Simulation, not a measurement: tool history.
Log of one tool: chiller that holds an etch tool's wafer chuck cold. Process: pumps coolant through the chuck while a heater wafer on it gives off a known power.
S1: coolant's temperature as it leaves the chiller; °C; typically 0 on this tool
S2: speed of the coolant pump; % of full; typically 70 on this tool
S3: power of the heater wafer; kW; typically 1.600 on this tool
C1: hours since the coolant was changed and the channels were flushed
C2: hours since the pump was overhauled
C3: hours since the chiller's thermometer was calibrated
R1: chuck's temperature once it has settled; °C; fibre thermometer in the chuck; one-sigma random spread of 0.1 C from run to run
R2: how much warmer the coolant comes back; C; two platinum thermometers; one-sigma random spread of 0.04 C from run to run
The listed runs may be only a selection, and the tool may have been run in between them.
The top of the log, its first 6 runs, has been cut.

run,hour,S1,S2,S3,C1,C2,C3,R1,R2
7,367.4,0,70,1.600,1947,1541,1072,24.6,9.01
8,445.2,0,70,1.600,2025,1619,1150,24.5,8.98
9,518.7,0,70,1.600,2098,1693,1224,24.7,8.92
10,608.7,0,63,1.600,2188,1782,1314,26.4,10.21
11,716.6,0,71,1.600,2296,1890,1422,24.5,8.87
12,792.3,0,70,1.600,2372,1966,1497,24.8,9.07
13,878.9,0,70,1.600,2458,2053,1584,25.0,9.15
14,930.6,0,70,1.600,2510,2104,1636,24.8,9.11
15,1005.6,0,70,1.600,2585,2179,1711,24.9,9.07
16,1077.1,0,70,1.488,2657,2251,1782,23.4,8.54
17,1133.2,0,70,1.488,2713,2307,1838,23.3,8.47
18,1241.0,-4,68,1.488,2821,2415,1946,19.9,8.80
19,1311.4,9,77,2.002,2891,2485,2016,38.6,10.39
20,1356.7,9,77,2.002,2936,2530,2062,38.5,10.34
21,1408.1,0,60,2.342,2988,2582,2113,41.4,15.88
22,1472.0,-10,82,1.600,3052,2646,2177,12.7,7.70
23,1546.3,-4,77,1.683,3126,2720,2251,21.0,8.71

Estimate the outcome of run 24 from the log above:
24,1650.9,-4,77,1.683,3230,2825,2356,?,?

{"run 24": {"R1": 21.2, "R2": 8.77}}
If the tool had no hidden condition, the same run with the same run-to-run variation would have returned R1 18.7 °C, R2 8.20 C.
